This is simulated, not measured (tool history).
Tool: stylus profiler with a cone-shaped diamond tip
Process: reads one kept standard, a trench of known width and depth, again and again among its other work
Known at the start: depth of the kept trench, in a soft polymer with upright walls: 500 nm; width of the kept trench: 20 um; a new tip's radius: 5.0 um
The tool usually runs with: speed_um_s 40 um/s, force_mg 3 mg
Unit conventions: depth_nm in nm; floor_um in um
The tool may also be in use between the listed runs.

run,hour,speed_um_s,force_mg,depth_nm,floor_um
1,0,40,3,507.61,15.15
2,41.6,40,3,507.87,15.11
3,68.8,40,3.34,508.39,15.21
4,89.5,40,3.34,508.24,15.12
5,118.2,40,3,507.76,15.11
6,149.1,16,3,507.95,15.21
7,173.5,16,3,508.08,15.17
8,201.6,40,3,507.57,15.1
9,232.1,40,3,507.75,15.06
10,258.2,40,3,508.33,15.09
11,286.7,40,3,507.98,15.09

Estimate the outcome of run 12 from the log above:
12,337,18,5.04,?,?

depth_nm: 510.51 nm
floor_um: 15.16 um
Without the tool's hidden state the same run would have given depth_nm 508.55 nm, floor_um 15.65 um.

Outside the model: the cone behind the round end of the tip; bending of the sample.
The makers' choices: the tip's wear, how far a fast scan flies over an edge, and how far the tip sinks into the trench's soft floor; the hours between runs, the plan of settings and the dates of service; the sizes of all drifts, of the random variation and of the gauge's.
